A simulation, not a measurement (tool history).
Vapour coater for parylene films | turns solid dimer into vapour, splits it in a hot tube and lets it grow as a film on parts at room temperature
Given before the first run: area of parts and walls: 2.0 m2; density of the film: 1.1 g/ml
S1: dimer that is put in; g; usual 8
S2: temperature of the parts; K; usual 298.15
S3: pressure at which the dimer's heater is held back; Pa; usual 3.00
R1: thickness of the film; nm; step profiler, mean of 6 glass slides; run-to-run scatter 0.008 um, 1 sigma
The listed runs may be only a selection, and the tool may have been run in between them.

Run 1, hour 0.0: usual settings. Result: R1 1805 nm.
Run 2, hour 18.0: usual settings. Result: R1 1803 nm.
Run 3, hour 34.4: usual settings. Result: R1 1796 nm.
Run 4, hour 51.6: usual settings. Result: R1 1794 nm.
Run 5, hour 62.7: usual settings. Result: R1 1780 nm.
Run 6, hour 74.6: usual settings but S1 7 g. Result: R1 1567 nm.

Run 7 is up next; what results do you expect?
At hour 79.6: trap's valve overhauled.
Run 7, hour 86.6: usual settings but S1 5 g, S3 6.21 Pa. Result: R1 ?.

R1: 1028 nm
Minus the tool's unlogged condition, the same run would have read R1 1045 nm.

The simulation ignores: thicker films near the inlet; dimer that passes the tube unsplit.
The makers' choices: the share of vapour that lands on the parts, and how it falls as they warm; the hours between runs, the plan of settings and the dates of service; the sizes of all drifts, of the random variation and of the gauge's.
